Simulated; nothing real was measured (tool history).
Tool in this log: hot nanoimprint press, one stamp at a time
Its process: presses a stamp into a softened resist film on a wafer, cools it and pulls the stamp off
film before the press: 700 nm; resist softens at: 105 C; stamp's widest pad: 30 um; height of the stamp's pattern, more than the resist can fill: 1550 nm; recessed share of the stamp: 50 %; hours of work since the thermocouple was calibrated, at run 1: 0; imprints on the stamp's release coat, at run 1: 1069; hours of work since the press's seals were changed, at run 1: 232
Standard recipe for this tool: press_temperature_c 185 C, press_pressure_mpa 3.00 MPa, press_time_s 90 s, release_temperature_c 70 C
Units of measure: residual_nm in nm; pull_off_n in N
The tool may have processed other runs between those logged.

| run | hour | press_temperature_c | press_pressure_mpa | press_time_s | release_temperature_c | hours of work since the thermocouple was calibrated | imprints on the stamp's release coat | hours of work since the press's seals were changed | residual_nm | pull_off_n |
|---|---|---|---|---|---|---|---|---|---|---|
| 1 | 0.0 | 185 | 3.00 | 90 | 70 | 0 | 1069 | 232 | 387.8 | 181 |
| 2 | 17.9 | 185 | 3.00 | 90 | 70 | 10 | 1107 | 242 | 388.5 | 183 |
| 3 | 47.0 | 185 | 3.00 | 90 | 70 | 28 | 1169 | 259 | 387.9 | 179 |
| 4 | 84.4 | 185 | 3.00 | 90 | 70 | 49 | 1248 | 281 | 387.8 | 181 |
| 5 | 127.1 | 185 | 3.00 | 90 | 70 | 74 | 1338 | 306 | 386.6 | 179 |
| 6 | 151.7 | 185 | 3.00 | 90 | 70 | 89 | 1390 | 321 | 387.7 | 176 |
| 7 | 186.7 | 185 | 3.00 | 90 | 70 | 109 | 1464 | 341 | 387.6 | 181 |
| 8 | 216.1 | 175 | 4.30 | 130 | 59 | 127 | 1526 | 358 | 430.0 | 214 |
|  | 224.0 | stamp cleaned and given a new release coat |
| 9 | 245.1 | 196 | 3.00 | 90 | 60 | 140 | 45 | 372 | 259.6 | 201 |
| 10 | 284.4 | 196 | 3.00 | 90 | 60 | 163 | 128 | 395 | 260.2 | 201 |
| 11 | 324.8 | 184 | 3.06 | 68 | 75 | 187 | 214 | 419 | 432.2 | 167 |
| 12 | 359.1 | 184 | 3.06 | 163 | 73 | 207 | 286 | 439 | 320.0 | 168 |

5 options for the next run, each taken on its own from the tool as it stands now. Forecast them:
| A | 379.6 | 185 | 3.00 | 105 | 70 | 219 | 330 | 451 | ? | ? |
| B | 379.6 | 192 | 3.00 | 90 | 70 | 219 | 330 | 451 | ? | ? |
| C | 379.6 | 184 | 3.06 | 163 | 55 | 219 | 330 | 451 | ? | ? |
| D | 379.6 | 191 | 3.06 | 163 | 59 | 219 | 330 | 451 | ? | ? |
| E | 379.6 | 183 | 3.06 | 163 | 66 | 219 | 330 | 451 | ? | ? |

| run | residual_nm | pull_off_n |
|---|---|---|
| A | 364.8 | 174 |
| B | 300.3 | 179 |
| C | 319.7 | 222 |
| D | 241.6 | 204 |
| E | 330.8 | 183 |
Stripped of hidden state, with their random variation kept, the same runs would have yielded:
| run | residual_nm | pull_off_n |
|---|---|---|
| A | 368.3 | 174 |
| B | 303.2 | 179 |
| C | 322.8 | 222 |
| D | 243.9 | 204 |
| E | 334.1 | 182 |
